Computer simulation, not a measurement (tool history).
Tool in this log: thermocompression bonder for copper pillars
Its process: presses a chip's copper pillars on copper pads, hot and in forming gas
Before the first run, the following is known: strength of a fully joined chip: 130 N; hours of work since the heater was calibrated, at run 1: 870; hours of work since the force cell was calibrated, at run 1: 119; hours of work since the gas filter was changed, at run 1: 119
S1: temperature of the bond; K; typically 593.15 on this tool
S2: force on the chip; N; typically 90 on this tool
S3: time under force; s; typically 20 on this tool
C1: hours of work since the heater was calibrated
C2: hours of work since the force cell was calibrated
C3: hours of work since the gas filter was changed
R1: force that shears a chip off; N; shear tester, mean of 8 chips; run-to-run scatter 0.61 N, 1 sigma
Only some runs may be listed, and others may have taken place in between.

Run 1, hour 0.0: usual settings; C1 870; C2 119; C3 119. Result: R1 86.2 N.
Run 2, hour 21.3: usual settings; C1 884; C2 133; C3 133. Result: R1 84.8 N.
Run 3, hour 68.5: usual settings; C1 916; C2 165; C3 165. Result: R1 84.0 N.
Run 4, hour 105.7: usual settings but S3 13 s; C1 941; C2 190; C3 190. Result: R1 73.1 N.
Run 5, hour 127.3: usual settings but S3 13 s; C1 955; C2 204; C3 204. Result: R1 73.8 N.
Run 6, hour 171.7: usual settings but S3 23 s; C1 985; C2 234; C3 234. Result: R1 85.5 N.
Run 7, hour 207.1: usual settings but S3 23 s; C1 1009; C2 258; C3 258. Result: R1 83.8 N.
Run 8, hour 226.4: usual settings but S3 23 s; C1 1021; C2 270; C3 270. Result: R1 82.8 N.
At hour 256.3: forming gas filter changed.
Run 9, hour 260.3: usual settings but S3 23 s; C1 1044; C2 293; C3 3. Result: R1 93.0 N.
Run 10, hour 283.0: usual settings; C1 1059; C2 308; C3 18. Result: R1 89.5 N.
Run 11, hour 328.1: usual settings; C1 1089; C2 338; C3 48. Result: R1 87.7 N.
Run 12, hour 354.2: usual settings; C1 1107; C2 356; C3 65. Result: R1 86.8 N.
Run 13, hour 391.3: usual settings; C1 1131; C2 380; C3 90. Result: R1 86.9 N.
Run 14, hour 412.1: usual settings; C1 1145; C2 394; C3 104. Result: R1 85.2 N.
Run 15, hour 454.5: usual settings; C1 1174; C2 423; C3 132. Result: R1 83.5 N.
Run 16, hour 479.3: usual settings; C1 1190; C2 439; C3 149. Result: R1 84.0 N.
Run 17, hour 524.7: usual settings; C1 1220; C2 469; C3 179. Result: R1 82.5 N.
Run 18, hour 558.4: usual settings but S2 92 N; C1 1243; C2 492; C3 202. Result: R1 82.6 N.
Run 19, hour 586.1: usual settings but S2 92 N; C1 1262; C2 510; C3 220. Result: R1 82.5 N.
Run 20, hour 615.8: usual settings but S1 574.15 K, S2 109 N; C1 1281; C2 530; C3 240. Result: R1 75.3 N.
Run 21, hour 638.5: usual settings but S1 568.15 K, S2 132 N; C1 1297; C2 545; C3 255. Result: R1 76.2 N.
Run 22, hour 657.6: usual settings but S1 616.15 K, S2 132 N; C1 1309; C2 558; C3 268. Result: R1 105.6 N.
Run 23, hour 677.4: usual settings but S1 616.15 K, S2 132 N; C1 1323; C2 572; C3 281. Result: R1 104.1 N.
At hour 693.4: forming gas filter changed.
At hour 710.8: heater calibrated with a thermocouple chip.
Run 24, hour 724.7: usual settings but S1 570.15 K, S2 87 N, S3 19 s; C1 9; C2 601; C3 20. Result: R1 64.9 N.
Run 25, hour 766.6: usual settings but S2 95 N; C1 37; C2 629; C3 48. Result: R1 87.7 N.
At hour 800.8: heater calibrated with a thermocouple chip, once more.
Run 26, hour 810.7: usual settings but S1 580.15 K, S2 130 N, S3 52 s; C1 7; C2 658; C3 76. Result: R1 116.2 N.
Run 27, hour 842.1: usual settings but S3 16 s; C1 28; C2 679; C3 97. Result: R1 87.8 N.
Run 28, hour 872.8: usual settings but S3 16 s; C1 48; C2 699; C3 117. Result: R1 87.8 N.
Run 29, hour 909.1: usual settings but S2 80 N; C1 72; C2 723; C3 141. Result: R1 86.0 N.
Run 30, hour 952.9: usual settings but S2 93 N, S3 14 s; C1 102; C2 753; C3 171. Result: R1 83.3 N.
Run 31, hour 981.3: usual settings but S1 564.15 K, S2 103 N, S3 22 s; C1 121; C2 772; C3 190. Result: R1 75.5 N.
Run 32, hour 1000.4: usual settings but S3 52 s; C1 133; C2 784; C3 203. Result: R1 105.5 N.
Run 33, hour 1044.6: usual settings but S3 52 s; C1 163; C2 814; C3 232. Result: R1 104.2 N.
Run 34, hour 1077.6: usual settings but S3 52 s; C1 185; C2 836; C3 254. Result: R1 105.1 N.
Run 35, hour 1117.6: usual settings but S1 613.15 K, S2 56 N, S3 16 s; C1 212; C2 863; C3 281. Result: R1 76.3 N.
At hour 1132.1: forming gas filter changed.
Run 36, hour 1140.2: usual settings but S1 613.15 K, S2 56 N, S3 16 s; C1 226; C2 877; C3 5. Result: R1 84.6 N.
Run 37, hour 1171.1: usual settings but S1 579.15 K, S2 119 N, S3 57 s; C1 247; C2 898; C3 26. Result: R1 114.9 N.
Run 38, hour 1216.1: usual settings but S2 61 N; C1 277; C2 928; C3 56. Result: R1 76.2 N.

Take each entry between the runs: how does the hidden state at the last listed run before it differ from the hidden state at the first listed run after it?
Runs 8 to 9: forming gas filter changed (hour 256.3)
  true temperature of the bond over the reading, C: -7.8 -> -8; force that reaches the chip, % of what is set: 101.8 -> 101.9; oxide that the forming gas leaves, % of the face: 10.52 -> 0.6
  measured result minus the result with no hidden state, R1: -14.4 -> -5.3 N
Runs 23 to 24: forming gas filter changed (hour 693.4); heater calibrated with a thermocouple chip (hour 710.8)
  true temperature of the bond over the reading, C: -10 -> -11.4; force that reaches the chip, % of what is set: 103 -> 103.1; oxide that the forming gas leaves, % of the face: 10.58 -> 1.22
  measured result minus the result with no hidden state, R1: -15.2 -> -8.4 N
Runs 25 to 26: heater calibrated with a thermocouple chip, once more (hour 800.8)
  true temperature of the bond over the reading, C: -11.6 -> -0.1; force that reaches the chip, % of what is set: 103.3 -> 103.4; oxide that the forming gas leaves, % of the face: 2.17 -> 3.19
  measured result minus the result with no hidden state, R1: -8.9 -> -2.4 N
Runs 35 to 36: forming gas filter changed (hour 1132.1)
  true temperature of the bond over the reading, C: -1.6 -> -1.7; force that reaches the chip, % of what is set: 104.2 -> 104.3; oxide that the forming gas leaves, % of the face: 10.3 -> 0.75
  measured result minus the result with no hidden state, R1: -7.7 -> +0.3 N
